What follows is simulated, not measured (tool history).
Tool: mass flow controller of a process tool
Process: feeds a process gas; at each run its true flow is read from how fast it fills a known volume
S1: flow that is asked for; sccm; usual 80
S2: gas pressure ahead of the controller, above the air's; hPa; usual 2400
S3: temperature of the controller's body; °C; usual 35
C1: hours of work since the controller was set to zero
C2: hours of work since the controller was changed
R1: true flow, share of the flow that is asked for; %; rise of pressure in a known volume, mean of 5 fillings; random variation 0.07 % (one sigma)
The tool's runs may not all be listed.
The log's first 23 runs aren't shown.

run	hour	S1	S2	S3	C1	C2	R1
24	1495.6	21	1900	26	2693	2693	101.83
25	1560	21	1900	26	2738	2738	101.99
26	1646.6	25	1900	21	2797	2797	101.41
27	1716.4	80	2400	29	2845	2845	98.54
28	1798	80	2400	29	2902	2902	98.65
29	1860.5	31	1810	32	2945	2945	100.4
30	1913.9	35	2760	28	2981	2981	99.79
31	1989	22	1660	22	3033	3033	102.35
32	2030.6	22	1660	22	3062	3062	102.42
33	2117.8	77	2280	35	3122	3122	98.56
34	2196.3	77	2280	35	3176	3176	98.54
35	2270.8	77	2280	35	3227	3227	98.64
36	2350.7	80	2040	32	3283	3283	98.71
37	2420.6	80	2510	28	3331	3331	98.78
38	2494.7	80	1650	21	3382	3382	99.51
39	2571.4	80	1800	22	3435	3435	99.31
40	2658.2	80	1800	22	3494	3494	99.43
41	2739.3	85	2330	21	3550	3550	99.11
42	2788.3	196	2690	34	3584	3584	98.89
43	2858.5	80	1470	35	3632	3632	99.09
44	2941.8	80	1470	35	3690	3690	98.93
45	3023.7	80	1620	35	3746	3746	99

Forecast each of these 3 alternatives for the next run:
A	3108.7	80	1620	36	3805	3805	?
B	3108.7	80	2400	31	3805	3805	?
C	3108.7	110	2080	21	3805	3805	?

run	R1
A	99.02
B	98.68
C	99.24
Without the tool's hidden state the same runs would have given:
run	R1
A	98.46
B	98.12
C	99.15
